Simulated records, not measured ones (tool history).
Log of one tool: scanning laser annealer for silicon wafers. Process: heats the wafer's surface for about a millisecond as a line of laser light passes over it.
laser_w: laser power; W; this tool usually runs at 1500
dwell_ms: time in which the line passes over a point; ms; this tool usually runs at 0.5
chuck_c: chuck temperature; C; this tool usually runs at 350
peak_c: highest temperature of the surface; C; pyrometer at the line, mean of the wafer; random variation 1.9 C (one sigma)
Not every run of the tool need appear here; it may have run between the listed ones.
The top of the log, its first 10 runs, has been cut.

{"run": 11, "day": 6.179, "laser_w": 1500, "dwell_ms": 0.5, "chuck_c": 350, "peak_c": 1137}
{"run": 12, "day": 6.821, "laser_w": 1500, "dwell_ms": 0.5, "chuck_c": 350, "peak_c": 1138}
{"run": 13, "day": 7.562, "laser_w": 1500, "dwell_ms": 0.5, "chuck_c": 350, "peak_c": 1135}
{"day": 7.725, "done": "window over the wafer cleaned"}
{"run": 14, "day": 8.367, "laser_w": 1500, "dwell_ms": 0.5, "chuck_c": 350, "peak_c": 1112}
{"run": 15, "day": 9.096, "laser_w": 1500, "dwell_ms": 0.5, "chuck_c": 350, "peak_c": 1108}
{"run": 16, "day": 9.642, "laser_w": 1500, "dwell_ms": 0.5, "chuck_c": 350, "peak_c": 1109}
{"run": 17, "day": 10.183, "laser_w": 1500, "dwell_ms": 0.5, "chuck_c": 350, "peak_c": 1109}
{"run": 18, "day": 10.933, "laser_w": 1500, "dwell_ms": 0.5, "chuck_c": 350, "peak_c": 1107}
{"run": 19, "day": 11.633, "laser_w": 1500, "dwell_ms": 0.5, "chuck_c": 350, "peak_c": 1102}
{"run": 20, "day": 12.279, "laser_w": 1500, "dwell_ms": 0.5, "chuck_c": 350, "peak_c": 1103}

Predict the results of run 21:
{"run": 21, "day": 12.75, "laser_w": 1500, "dwell_ms": 0.5, "chuck_c": 350, "peak_c": "?"}

For run 21 the tool returned peak_c 1099 C.
The same run, on a tool lacking any hidden state, would have yielded peak_c 1179 C.
